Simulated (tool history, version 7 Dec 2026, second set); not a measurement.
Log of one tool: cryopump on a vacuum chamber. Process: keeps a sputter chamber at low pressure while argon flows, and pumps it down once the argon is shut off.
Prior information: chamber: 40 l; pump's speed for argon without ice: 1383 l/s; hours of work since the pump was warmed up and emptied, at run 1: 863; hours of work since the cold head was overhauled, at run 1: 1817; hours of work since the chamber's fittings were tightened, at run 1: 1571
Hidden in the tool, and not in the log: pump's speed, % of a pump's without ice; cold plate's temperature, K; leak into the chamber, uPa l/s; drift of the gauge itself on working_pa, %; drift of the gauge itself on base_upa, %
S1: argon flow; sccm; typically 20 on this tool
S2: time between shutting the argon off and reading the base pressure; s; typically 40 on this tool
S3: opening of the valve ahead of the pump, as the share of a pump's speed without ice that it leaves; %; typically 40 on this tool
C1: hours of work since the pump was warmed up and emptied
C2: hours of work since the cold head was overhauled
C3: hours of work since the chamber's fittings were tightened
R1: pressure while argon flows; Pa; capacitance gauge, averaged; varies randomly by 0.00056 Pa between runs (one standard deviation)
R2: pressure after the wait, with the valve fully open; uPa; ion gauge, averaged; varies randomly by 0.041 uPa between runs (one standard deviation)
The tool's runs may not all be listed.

Run 1, day 0.000: usual settings; C1 863; C2 1817; C3 1571. Result: R1 0.0722 Pa, R2 3.24 uPa.
Run 2, day 1.929: usual settings; C1 900; C2 1854; C3 1609. Result: R1 0.0729 Pa, R2 3.22 uPa.
At day 2.454: pump warmed up, emptied and cooled again.
Run 3, day 4.517: usual settings; C1 40; C2 1901; C3 1655. Result: R1 0.0617 Pa, R2 2.96 uPa.
Run 4, day 6.850: usual settings; C1 85; C2 1946; C3 1700. Result: R1 0.0620 Pa, R2 2.99 uPa.
Run 5, day 9.025: usual settings but S2 56 s; C1 128; C2 1988; C3 1742. Result: R1 0.0632 Pa, R2 2.37 uPa.
Run 6, day 11.058: usual settings but S2 56 s; C1 167; C2 2028; C3 1782. Result: R1 0.0636 Pa, R2 2.46 uPa.
Run 7, day 13.179: usual settings but S2 56 s; C1 208; C2 2069; C3 1823. Result: R1 0.0619 Pa, R2 2.53 uPa.
Run 8, day 14.817: usual settings but S2 56 s; C1 240; C2 2101; C3 1855. Result: R1 0.0633 Pa, R2 2.45 uPa.
Run 9, day 16.008: usual settings but S2 31 s; C1 263; C2 2124; C3 1878. Result: R1 0.0635 Pa, R2 3.73 uPa.
Run 10, day 17.783: usual settings but S2 31 s; C1 298; C2 2158; C3 1912. Result: R1 0.0638 Pa, R2 3.83 uPa.
Run 11, day 19.879: usual settings; C1 338; C2 2199; C3 1953. Result: R1 0.0638 Pa, R2 3.09 uPa.
Run 12, day 21.450: usual settings; C1 369; C2 2229; C3 1984. Result: R1 0.0659 Pa, R2 3.22 uPa.
Run 13, day 22.842: usual settings; C1 396; C2 2256; C3 2011. Result: R1 0.0657 Pa, R2 3.22 uPa.
Run 14, day 24.683: usual settings but S1 8 sccm; C1 432; C2 2292; C3 2046. Result: R1 0.0258 Pa, R2 3.26 uPa.
Run 15, day 25.712: usual settings but S1 8 sccm; C1 452; C2 2312; C3 2066. Result: R1 0.0260 Pa, R2 3.34 uPa.
Run 16, day 27.612: usual settings; C1 488; C2 2349; C3 2103. Result: R1 0.0652 Pa, R2 3.36 uPa.
Run 17, day 29.383: usual settings; C1 523; C2 2383; C3 2138. Result: R1 0.0663 Pa, R2 3.36 uPa.
Run 18, day 31.054: usual settings but S1 18 sccm, S2 52 s, S3 51 %; C1 555; C2 2416; C3 2170. Result: R1 0.0482 Pa, R2 2.89 uPa.
Run 19, day 33.500: usual settings but S2 126 s, S3 27 %; C1 603; C2 2463; C3 2218. Result: R1 0.0970 Pa, R2 1.97 uPa.
Run 20, day 35.825: usual settings but S1 10 sccm, S2 214 s; C1 648; C2 2508; C3 2263. Result: R1 0.0328 Pa, R2 1.69 uPa.
Run 21, day 38.025: usual settings but S2 27 s, S3 54 %; C1 691; C2 2551; C3 2305. Result: R1 0.0537 Pa, R2 4.61 uPa.
Run 22, day 39.400: usual settings but S1 19 sccm, S2 33 s; C1 717; C2 2578; C3 2332. Result: R1 0.0658 Pa, R2 4.02 uPa.
Run 23, day 41.008: usual settings but S1 19 sccm, S2 33 s; C1 749; C2 2609; C3 2363. Result: R1 0.0659 Pa, R2 4.04 uPa.
Run 24, day 42.646: usual settings but S1 19 sccm, S2 33 s; C1 780; C2 2641; C3 2395. Result: R1 0.0674 Pa, R2 4.00 uPa.
Run 25, day 44.417: usual settings but S1 12 sccm, S2 24 s; C1 815; C2 2675; C3 2429. Result: R1 0.0423 Pa, R2 5.14 uPa.
Run 26, day 46.700: usual settings but S2 39 s; C1 859; C2 2720; C3 2474. Result: R1 0.0711 Pa, R2 3.73 uPa.
Run 27, day 47.917: usual settings but S2 35 s, S3 25 %; C1 883; C2 2743; C3 2497. Result: R1 0.1069 Pa, R2 3.90 uPa.
At day 49.333: pump warmed up, emptied and cooled again.
Run 28, day 50.417: usual settings but S2 35 s, S3 25 %; C1 21; C2 2788; C3 2542. Result: R1 0.0980 Pa, R2 3.52 uPa.
Run 29, day 51.417: usual settings but S2 61 s, S3 35 %; C1 40; C2 2807; C3 2561. Result: R1 0.0694 Pa, R2 2.54 uPa.
Run 30, day 52.517: usual settings but S2 61 s, S3 35 %; C1 62; C2 2828; C3 2583. Result: R1 0.0705 Pa, R2 2.54 uPa.
Run 31, day 53.575: usual settings but S2 61 s, S3 35 %; C1 82; C2 2849; C3 2603. Result: R1 0.0698 Pa, R2 2.52 uPa.
Run 32, day 55.433: usual settings but S1 24 sccm, S2 109 s, S3 35 %; C1 118; C2 2885; C3 2639. Result: R1 0.0851 Pa, R2 2.00 uPa.
Run 33, day 57.525: usual settings but S1 24 sccm, S2 109 s, S3 35 %; C1 159; C2 2926; C3 2680. Result: R1 0.0850 Pa, R2 1.96 uPa.

Below are 3 alternative next runs, each starting from the tool's condition after run 33. Predict each:
At day 59.004: leaking fittings of the chamber tightened, without venting.
Run A, day 59.925: usual settings but S1 9 sccm, S2 52 s, S3 19 %; C1 204; C2 2971; C3 18. Result: R1 ?, R2 ?.
At day 59.004: leaking fittings of the chamber tightened, without venting.
Run B, day 59.925: usual settings but S1 35 sccm, S2 73 s, S3 35 %; C1 204; C2 2971; C3 18. Result: R1 ?, R2 ?.
At day 59.004: leaking fittings of the chamber tightened, without venting.
Run C, day 59.925: usual settings but S2 55 s, S3 25 %; C1 204; C2 2971; C3 18. Result: R1 ?, R2 ?.

run      R1    R2
  A  0.0598  1.99
  B  0.1259  1.44
  C  0.1002  1.83
Had the tool no hidden state, the same runs would have come out as:
run      R1    R2
  A  0.0588  1.91
  B  0.1221  1.36
  C  0.0980  1.75

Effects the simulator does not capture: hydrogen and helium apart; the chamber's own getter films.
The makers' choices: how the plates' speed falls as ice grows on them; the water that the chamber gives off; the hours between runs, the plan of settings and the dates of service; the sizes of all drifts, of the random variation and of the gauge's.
